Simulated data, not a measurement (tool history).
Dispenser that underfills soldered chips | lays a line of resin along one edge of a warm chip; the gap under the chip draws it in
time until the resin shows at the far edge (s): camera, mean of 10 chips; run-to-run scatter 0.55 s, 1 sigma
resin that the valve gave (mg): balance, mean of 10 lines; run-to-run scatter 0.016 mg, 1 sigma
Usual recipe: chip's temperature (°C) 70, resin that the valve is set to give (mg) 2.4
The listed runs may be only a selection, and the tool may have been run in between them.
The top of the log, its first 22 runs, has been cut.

run,hour,chip's temperature (°C),resin that the valve is set to give (mg),time until the resin shows at the far edge (s),resin that the valve gave (mg)
# hour 187.8: new syringe of resin
# hour 189.6: dispensing valve cleaned and set on the balance
23,190.2,67,2.4,52.6,2.42
24,195.7,84,2.24,32.9,2.19
# hour 197.6: new syringe of resin
25,204.9,83,2.65,35.2,2.64
# hour 205.7: new syringe of resin
26,212.1,70,2.17,61,2.13
# hour 214.1: new syringe of resin
27,218.5,70,2.14,53.8,2.1
# hour 222.4: new syringe of resin
28,228.6,77,2.01,45.2,1.95
# hour 231: new syringe of resin
29,237.8,73,2.38,54.1,2.31
# hour 239.2: new syringe of resin
# hour 247.3: new syringe of resin
30,250.1,70,2.17,50.2,2.12
# hour 255.9: new syringe of resin
31,256.7,67,2.55,51.7,2.44
# hour 264.1: new syringe of resin
32,267.6,84,2.93,26.9,2.8
# hour 272.6: new syringe of resin
# hour 278: dispensing valve cleaned and set on the balance
33,279,84,2.93,31,2.92

3 ways to go on from here, each from the tool as it stands after run 33. What would each give?
# hour 281.7: new syringe of resin
A,286.7,69,2.6,?,?
# hour 281.7: new syringe of resin
B,286.7,68,2.25,?,?
# hour 281.7: new syringe of resin
C,286.7,81,2.52,?,?

run,time until the resin shows at the far edge (s),resin that the valve gave (mg)
A,57.6,2.6
B,60.6,2.26
C,34.4,2.52
What these runs would have given with no unlogged condition in the tool:
run,time until the resin shows at the far edge (s),resin that the valve gave (mg)
A,48.3,2.61
B,50.7,2.27
C,28.6,2.54
